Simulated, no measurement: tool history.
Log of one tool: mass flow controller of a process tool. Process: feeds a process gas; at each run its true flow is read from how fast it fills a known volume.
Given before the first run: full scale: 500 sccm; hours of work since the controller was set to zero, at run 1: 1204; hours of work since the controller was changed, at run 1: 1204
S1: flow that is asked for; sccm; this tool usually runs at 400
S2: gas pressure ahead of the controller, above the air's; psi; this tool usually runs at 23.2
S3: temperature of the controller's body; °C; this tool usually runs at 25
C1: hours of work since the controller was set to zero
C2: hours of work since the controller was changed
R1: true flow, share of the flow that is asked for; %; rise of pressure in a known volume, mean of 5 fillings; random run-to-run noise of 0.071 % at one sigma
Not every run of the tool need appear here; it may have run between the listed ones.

run	hour	S1	S2	S3	C1	C2	R1
1	0.0	400	23.2	25	1204	1204	99.44
2	88.8	400	23.2	25	1234	1234	99.36
3	200.7	400	23.2	25	1273	1273	99.44
4	272.6	400	23.2	25	1297	1297	99.64
5	351.7	400	23.2	21	1324	1324	99.61
6	453.7	61	23.2	25	1359	1359	97.33
7	551.0	400	23.2	25	1392	1392	99.48
8	621.2	400	23.2	25	1415	1415	99.35
9	715.4	400	23.2	25	1447	1447	99.41
10	824.0	350	23.2	25	1484	1484	99.13
11	876.2	400	29.4	25	1502	1502	99.32
12	983.2	400	22.0	25	1538	1538	99.46
13	1084.7	400	23.2	21	1573	1573	99.57
14	1157.7	400	23.2	25	1598	1598	99.39
15	1249.7	400	23.2	25	1629	1629	99.38
16	1313.1	400	23.2	25	1651	1651	99.55
17	1389.1	400	23.2	25	1676	1676	99.41
18	1455.6	400	23.2	25	1699	1699	99.46
19	1509.2	426	23.2	25	1717	1717	99.63
20	1619.1	139	23.2	25	1755	1755	97.77
21	1686.4	139	36.4	25	1778	1778	97.53
22	1786.3	206	36.4	28	1811	1811	97.98
23	1871.0	206	36.4	28	1840	1840	97.79
24	1969.2	206	36.4	28	1874	1874	97.84
25	2027.4	206	36.4	28	1893	1893	97.79
26	2088.7	206	36.4	28	1914	1914	97.94
27	2180.7	206	36.4	28	1946	1946	97.86
28	2278.8	71	34.8	28	1979	1979	97.01
29	2372.5	71	34.8	28	2011	2011	96.89
30	2421.0	209	29.3	21	2027	2027	98.20
31	2515.7	209	31.8	28	2059	2059	98.04
32	2574.5	209	31.8	28	2079	2079	97.95
33	2630.4	158	23.2	24	2098	2098	98.00
34	2715.0	158	23.2	24	2127	2127	98.01
35	2821.2	113	23.2	25	2163	2163	97.51

Predict the results of run 36:
36	2889.4	113	23.2	25	2186	2186	?

R1: 97.56 %
Had the tool carried no hidden state, the very same run would have given R1 97.57 %.
